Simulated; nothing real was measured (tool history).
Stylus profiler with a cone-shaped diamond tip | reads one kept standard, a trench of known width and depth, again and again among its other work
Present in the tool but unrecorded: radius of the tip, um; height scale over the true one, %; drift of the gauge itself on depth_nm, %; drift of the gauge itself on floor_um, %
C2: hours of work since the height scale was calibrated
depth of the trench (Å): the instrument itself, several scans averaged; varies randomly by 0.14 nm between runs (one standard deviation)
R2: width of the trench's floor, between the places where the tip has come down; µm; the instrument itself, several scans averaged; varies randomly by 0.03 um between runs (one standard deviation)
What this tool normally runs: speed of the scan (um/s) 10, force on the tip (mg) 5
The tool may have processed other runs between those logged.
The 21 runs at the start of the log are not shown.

{"run": 22, "day": 13.408, "speed of the scan (um/s)": 4, "force on the tip (mg)": 5, "scans with this tip": 5289, "C2": 574, "depth of the trench (Å)": 5055, "R2": 26.96}
{"run": 23, "day": 13.867, "speed of the scan (um/s)": 8, "force on the tip (mg)": 12.12, "scans with this tip": 5346, "C2": 580, "depth of the trench (Å)": 5097, "R2": 26.97}
{"run": 24, "day": 14.233, "speed of the scan (um/s)": 4, "force on the tip (mg)": 9.04, "scans with this tip": 5391, "C2": 585, "depth of the trench (Å)": 5081.9, "R2": 27.02}
{"run": 25, "day": 14.783, "speed of the scan (um/s)": 4, "force on the tip (mg)": 9.04, "scans with this tip": 5458, "C2": 592, "depth of the trench (Å)": 5083, "R2": 26.97}
{"run": 26, "day": 15.371, "speed of the scan (um/s)": 16, "force on the tip (mg)": 6.68, "scans with this tip": 5530, "C2": 600, "depth of the trench (Å)": 5070.9, "R2": 26.94}
{"run": 27, "day": 16.033, "speed of the scan (um/s)": 9, "force on the tip (mg)": 3.07, "scans with this tip": 5611, "C2": 609, "depth of the trench (Å)": 5043, "R2": 26.91}
{"run": 28, "day": 16.379, "speed of the scan (um/s)": 37, "force on the tip (mg)": 2.96, "scans with this tip": 5653, "C2": 613, "depth of the trench (Å)": 5044.9, "R2": 26.73}
{"run": 29, "day": 17.1, "speed of the scan (um/s)": 7, "force on the tip (mg)": 4.52, "scans with this tip": 5742, "C2": 623, "depth of the trench (Å)": 5057.1, "R2": 26.98}

Expected results for the next run?
{"run": 30, "day": 17.683, "speed of the scan (um/s)": 22, "force on the tip (mg)": 8.72, "scans with this tip": 5813, "C2": 631, "depth of the trench (Å)": "?", "R2": "?"}

Run 30 gave depth of the trench (Å) 5079.7, R2 26.94 µm.
With the hidden condition absent and the run-to-run variation left alone, this run would have shown depth of the trench (Å) 5071.3, R2 27.31 µm.
